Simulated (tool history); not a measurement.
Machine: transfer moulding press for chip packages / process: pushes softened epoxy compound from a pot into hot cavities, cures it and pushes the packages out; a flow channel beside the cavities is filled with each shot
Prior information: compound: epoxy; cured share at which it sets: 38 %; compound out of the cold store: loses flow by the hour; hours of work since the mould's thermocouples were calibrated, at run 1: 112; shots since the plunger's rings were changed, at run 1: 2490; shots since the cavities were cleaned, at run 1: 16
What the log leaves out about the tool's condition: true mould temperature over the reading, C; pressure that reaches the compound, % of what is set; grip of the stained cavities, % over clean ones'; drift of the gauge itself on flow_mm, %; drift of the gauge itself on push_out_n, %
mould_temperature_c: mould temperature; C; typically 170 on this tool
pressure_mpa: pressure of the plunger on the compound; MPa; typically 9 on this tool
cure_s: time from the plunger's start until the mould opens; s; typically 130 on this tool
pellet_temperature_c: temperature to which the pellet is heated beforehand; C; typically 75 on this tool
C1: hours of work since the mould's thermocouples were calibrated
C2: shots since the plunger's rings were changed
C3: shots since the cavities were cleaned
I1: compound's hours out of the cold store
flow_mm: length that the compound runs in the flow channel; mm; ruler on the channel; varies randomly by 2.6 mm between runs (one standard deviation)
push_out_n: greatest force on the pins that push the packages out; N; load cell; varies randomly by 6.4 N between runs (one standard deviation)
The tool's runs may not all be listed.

{"run": 1, "hour": 0.0, "mould_temperature_c": 170, "pressure_mpa": 9, "cure_s": 130, "pellet_temperature_c": 75, "C1": 112, "C2": 2490, "C3": 16, "I1": 34.9, "flow_mm": 524, "push_out_n": 259}
{"run": 2, "hour": 7.3, "mould_temperature_c": 170, "pressure_mpa": 9, "cure_s": 130, "pellet_temperature_c": 75, "C1": 116, "C2": 2559, "C3": 85, "I1": 8.7, "flow_mm": 603, "push_out_n": 260}
{"run": 3, "hour": 13.8, "mould_temperature_c": 170, "pressure_mpa": 9, "cure_s": 130, "pellet_temperature_c": 75, "C1": 120, "C2": 2618, "C3": 144, "I1": 46.2, "flow_mm": 491, "push_out_n": 252}
{"run": 4, "hour": 19.8, "mould_temperature_c": 170, "pressure_mpa": 9, "cure_s": 130, "pellet_temperature_c": 75, "C1": 124, "C2": 2674, "C3": 200, "I1": 37.7, "flow_mm": 518, "push_out_n": 250}
{"run": 5, "hour": 24.1, "mould_temperature_c": 170, "pressure_mpa": 9, "cure_s": 130, "pellet_temperature_c": 75, "C1": 127, "C2": 2715, "C3": 241, "I1": 45.2, "flow_mm": 491, "push_out_n": 247}
{"run": 6, "hour": 32.2, "mould_temperature_c": 170, "pressure_mpa": 9, "cure_s": 132, "pellet_temperature_c": 75, "C1": 132, "C2": 2790, "C3": 316, "I1": 47.4, "flow_mm": 491, "push_out_n": 245}
{"run": 7, "hour": 36.5, "mould_temperature_c": 170, "pressure_mpa": 9, "cure_s": 132, "pellet_temperature_c": 75, "C1": 134, "C2": 2829, "C3": 355, "I1": 33.8, "flow_mm": 528, "push_out_n": 234}
{"run": 8, "hour": 41.2, "mould_temperature_c": 170, "pressure_mpa": 9, "cure_s": 132, "pellet_temperature_c": 75, "C1": 137, "C2": 2873, "C3": 399, "I1": 43.6, "flow_mm": 502, "push_out_n": 248}
{"run": 9, "hour": 46.0, "mould_temperature_c": 170, "pressure_mpa": 9, "cure_s": 132, "pellet_temperature_c": 75, "C1": 140, "C2": 2918, "C3": 444, "I1": 9.7, "flow_mm": 604, "push_out_n": 253}
{"run": 10, "hour": 51.8, "mould_temperature_c": 170, "pressure_mpa": 9, "cure_s": 132, "pellet_temperature_c": 75, "C1": 144, "C2": 2972, "C3": 498, "I1": 27.8, "flow_mm": 546, "push_out_n": 254}
{"run": 11, "hour": 60.4, "mould_temperature_c": 170, "pressure_mpa": 9, "cure_s": 132, "pellet_temperature_c": 75, "C1": 149, "C2": 3052, "C3": 578, "I1": 10, "flow_mm": 596, "push_out_n": 256}
{"hour": 64.8, "done": "plunger's sealing rings changed"}
{"run": 12, "hour": 68.5, "mould_temperature_c": 170, "pressure_mpa": 9, "cure_s": 130, "pellet_temperature_c": 75, "C1": 153, "C2": 34, "C3": 630, "I1": 40.4, "flow_mm": 504, "push_out_n": 263}
{"run": 13, "hour": 76.1, "mould_temperature_c": 170, "pressure_mpa": 9, "cure_s": 130, "pellet_temperature_c": 75, "C1": 157, "C2": 104, "C3": 700, "I1": 21.3, "flow_mm": 566, "push_out_n": 260}
{"run": 14, "hour": 82.0, "mould_temperature_c": 170, "pressure_mpa": 9, "cure_s": 130, "pellet_temperature_c": 75, "C1": 161, "C2": 160, "C3": 756, "I1": 9.5, "flow_mm": 598, "push_out_n": 259}
{"run": 15, "hour": 89.6, "mould_temperature_c": 170, "pressure_mpa": 9, "cure_s": 130, "pellet_temperature_c": 75, "C1": 166, "C2": 230, "C3": 826, "I1": 43.6, "flow_mm": 495, "push_out_n": 250}
{"run": 16, "hour": 94.2, "mould_temperature_c": 170, "pressure_mpa": 9, "cure_s": 145, "pellet_temperature_c": 75, "C1": 169, "C2": 272, "C3": 868, "I1": 38.2, "flow_mm": 512, "push_out_n": 234}
{"run": 17, "hour": 101.5, "mould_temperature_c": 170, "pressure_mpa": 9, "cure_s": 145, "pellet_temperature_c": 75, "C1": 173, "C2": 341, "C3": 937, "I1": 9, "flow_mm": 607, "push_out_n": 263}
{"run": 18, "hour": 108.2, "mould_temperature_c": 170, "pressure_mpa": 9, "cure_s": 145, "pellet_temperature_c": 75, "C1": 177, "C2": 402, "C3": 998, "I1": 10.6, "flow_mm": 604, "push_out_n": 238}
{"run": 19, "hour": 116.1, "mould_temperature_c": 170, "pressure_mpa": 9, "cure_s": 145, "pellet_temperature_c": 75, "C1": 182, "C2": 477, "C3": 1073, "I1": 43.7, "flow_mm": 498, "push_out_n": 243}
{"run": 20, "hour": 119.9, "mould_temperature_c": 162, "pressure_mpa": 9, "cure_s": 130, "pellet_temperature_c": 75, "C1": 185, "C2": 512, "C3": 1108, "I1": 29.7, "flow_mm": 559, "push_out_n": 385}
{"hour": 127.8, "done": "cavities cleaned with cleaning compound and waxed"}
{"run": 21, "hour": 127.8, "mould_temperature_c": 162, "pressure_mpa": 9, "cure_s": 130, "pellet_temperature_c": 75, "C1": 189, "C2": 571, "C3": 0, "I1": 45.8, "flow_mm": 514, "push_out_n": 364}
{"run": 22, "hour": 135.9, "mould_temperature_c": 167, "pressure_mpa": 9, "cure_s": 152, "pellet_temperature_c": 75, "C1": 194, "C2": 646, "C3": 75, "I1": 22.2, "flow_mm": 574, "push_out_n": 255}
{"run": 23, "hour": 140.6, "mould_temperature_c": 166, "pressure_mpa": 9.2, "cure_s": 133, "pellet_temperature_c": 79, "C1": 197, "C2": 690, "C3": 119, "I1": 43.9, "flow_mm": 514, "push_out_n": 281}
{"run": 24, "hour": 145.1, "mould_temperature_c": 166, "pressure_mpa": 9.2, "cure_s": 133, "pellet_temperature_c": 79, "C1": 199, "C2": 732, "C3": 161, "I1": 27.5, "flow_mm": 566, "push_out_n": 287}
{"run": 25, "hour": 154.5, "mould_temperature_c": 166, "pressure_mpa": 9.2, "cure_s": 133, "pellet_temperature_c": 79, "C1": 205, "C2": 819, "C3": 248, "I1": 17.1, "flow_mm": 601, "push_out_n": 306}
{"run": 26, "hour": 162.5, "mould_temperature_c": 166, "pressure_mpa": 9.2, "cure_s": 133, "pellet_temperature_c": 79, "C1": 210, "C2": 893, "C3": 322, "I1": 31.5, "flow_mm": 552, "push_out_n": 282}
{"run": 27, "hour": 166.5, "mould_temperature_c": 166, "pressure_mpa": 9.2, "cure_s": 133, "pellet_temperature_c": 79, "C1": 213, "C2": 930, "C3": 359, "I1": 19.1, "flow_mm": 589, "push_out_n": 293}
{"run": 28, "hour": 173.6, "mould_temperature_c": 166, "pressure_mpa": 9.2, "cure_s": 133, "pellet_temperature_c": 79, "C1": 217, "C2": 997, "C3": 426, "I1": 45.6, "flow_mm": 508, "push_out_n": 281}
{"run": 29, "hour": 179.4, "mould_temperature_c": 167, "pressure_mpa": 7.46, "cure_s": 130, "pellet_temperature_c": 75, "C1": 221, "C2": 1050, "C3": 479, "I1": 20.8, "flow_mm": 525, "push_out_n": 282}

3 ways to go on from here, each from the tool as it stands after run 29. What would each give?
{"run": "A", "hour": 185.6, "mould_temperature_c": 167, "pressure_mpa": 7.46, "cure_s": 114, "pellet_temperature_c": 75, "C1": 224, "C2": 1108, "C3": 537, "I1": 39.7, "flow_mm": "?", "push_out_n": "?"}
{"run": "B", "hour": 185.6, "mould_temperature_c": 163, "pressure_mpa": 7.12, "cure_s": 157, "pellet_temperature_c": 75, "C1": 224, "C2": 1108, "C3": 537, "I1": 17.5, "flow_mm": "?", "push_out_n": "?"}
{"run": "C", "hour": 185.6, "mould_temperature_c": 170, "pressure_mpa": 7.46, "cure_s": 130, "pellet_temperature_c": 75, "C1": 224, "C2": 1108, "C3": 537, "I1": 30.8, "flow_mm": "?", "push_out_n": "?"}

run=A flow_mm=467 push_out_n=325
run=B flow_mm=531 push_out_n=281
run=C flow_mm=488 push_out_n=250
What these runs would have given with no unlogged condition in the tool:
run=A flow_mm=467 push_out_n=321
run=B flow_mm=532 push_out_n=277
run=C flow_mm=488 push_out_n=247
